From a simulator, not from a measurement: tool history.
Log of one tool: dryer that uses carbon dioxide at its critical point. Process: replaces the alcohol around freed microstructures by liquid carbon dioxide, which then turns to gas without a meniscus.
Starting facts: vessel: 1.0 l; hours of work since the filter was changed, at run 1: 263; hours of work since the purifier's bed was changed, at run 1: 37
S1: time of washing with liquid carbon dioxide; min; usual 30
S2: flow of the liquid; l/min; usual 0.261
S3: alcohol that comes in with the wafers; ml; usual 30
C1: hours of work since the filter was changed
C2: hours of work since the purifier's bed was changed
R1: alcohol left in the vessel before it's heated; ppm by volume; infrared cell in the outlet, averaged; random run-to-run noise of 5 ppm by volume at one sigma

| run | hour | S1 | S2 | S3 | C1 | C2 | R1 |
|---|---|---|---|---|---|---|---|
| 1 | 0.0 | 30 | 0.261 | 30 | 263 | 37 | 62 |
| 2 | 7.4 | 30 | 0.261 | 30 | 267 | 41 | 56 |
| 3 | 17.7 | 30 | 0.261 | 30 | 273 | 47 | 53 |
| 4 | 35.7 | 30 | 0.261 | 23 | 283 | 57 | 52 |
| 5 | 52.8 | 30 | 0.261 | 23 | 292 | 66 | 54 |
| 6 | 61.7 | 19 | 0.261 | 30 | 297 | 71 | 557 |
| 7 | 73.8 | 19 | 0.261 | 30 | 303 | 78 | 544 |
| 8 | 91.5 | 27 | 0.261 | 30 | 313 | 87 | 114 |
| 9 | 106.1 | 30 | 0.261 | 79 | 321 | 95 | 170 |
| 10 | 121.0 | 30 | 0.261 | 105 | 329 | 104 | 218 |
| 11 | 137.1 | 30 | 0.261 | 30 | 338 | 112 | 72 |
| 12 | 149.6 | 30 | 0.261 | 30 | 345 | 119 | 76 |
| 13 | 162.2 | 30 | 0.261 | 30 | 352 | 126 | 75 |
| 14 | 173.0 | 30 | 0.261 | 30 | 358 | 132 | 82 |
| 15 | 183.0 | 30 | 0.261 | 30 | 363 | 138 | 77 |
| 16 | 199.2 | 30 | 0.261 | 30 | 372 | 146 | 80 |
| 17 | 207.6 | 30 | 0.261 | 67 | 377 | 151 | 160 |
| 18 | 223.0 | 30 | 0.261 | 67 | 385 | 159 | 174 |
| 19 | 232.0 | 30 | 0.261 | 67 | 390 | 164 | 158 |
|  | 244.6 | inlet filter changed |
| 20 | 249.1 | 30 | 0.261 | 67 | 2 | 173 | 80 |
| 21 | 263.6 | 30 | 0.261 | 30 | 10 | 181 | 54 |
| 22 | 276.2 | 42 | 0.261 | 30 | 17 | 188 | 25 |
| 23 | 289.2 | 30 | 0.261 | 30 | 24 | 195 | 49 |
| 24 | 300.1 | 30 | 0.441 | 28 | 30 | 201 | 23 |
| 25 | 314.3 | 30 | 0.233 | 31 | 38 | 209 | 83 |
| 26 | 330.9 | 30 | 0.261 | 27 | 47 | 218 | 55 |
| 27 | 341.8 | 30 | 0.261 | 27 | 53 | 224 | 55 |
| 28 | 352.7 | 30 | 0.261 | 27 | 59 | 230 | 55 |
| 29 | 360.4 | 20 | 0.440 | 118 | 63 | 234 | 77 |
| 30 | 368.5 | 43 | 0.256 | 41 | 68 | 238 | 27 |
| 31 | 378.1 | 43 | 0.256 | 41 | 73 | 244 | 37 |
| 32 | 386.9 | 43 | 0.256 | 41 | 78 | 249 | 41 |
| 33 | 395.6 | 44 | 0.273 | 30 | 83 | 253 | 27 |
| 34 | 407.4 | 44 | 0.273 | 30 | 89 | 260 | 27 |
| 35 | 422.8 | 44 | 0.273 | 30 | 98 | 268 | 34 |
| 36 | 436.3 | 38 | 0.161 | 30 | 105 | 276 | 166 |
| 37 | 449.3 | 30 | 0.170 | 30 | 112 | 283 | 359 |
| 38 | 462.7 | 30 | 0.170 | 30 | 119 | 290 | 364 |
| 39 | 475.9 | 35 | 0.408 | 24 | 127 | 297 | 37 |
| 40 | 488.1 | 35 | 0.408 | 24 | 133 | 304 | 38 |
| 41 | 505.3 | 30 | 0.198 | 65 | 143 | 313 | 396 |
| 42 | 517.6 | 21 | 0.257 | 22 | 149 | 320 | 246 |
| 43 | 535.5 | 38 | 0.298 | 25 | 159 | 330 | 47 |
| 44 | 551.5 | 39 | 0.168 | 32 | 168 | 339 | 144 |
| 45 | 562.8 | 19 | 0.261 | 30 | 174 | 345 | 472 |

Alternative continuations, all from the tool just after run 45; predict every row:
| A | 570.7 | 19 | 0.340 | 50 | 178 | 349 | ? |
| B | 570.7 | 41 | 0.386 | 30 | 178 | 349 | ? |
| C | 570.7 | 19 | 0.286 | 30 | 178 | 349 | ? |
| D | 570.7 | 19 | 0.179 | 30 | 178 | 349 | ? |

| run | R1 |
|---|---|
| A | 259 |
| B | 36 |
| C | 325 |
| D | 1611 |
Without the tool's unlogged condition, the same runs would have read:
| run | R1 |
|---|---|
| A | 155 |
| B | 1 |
| C | 209 |
| D | 1282 |
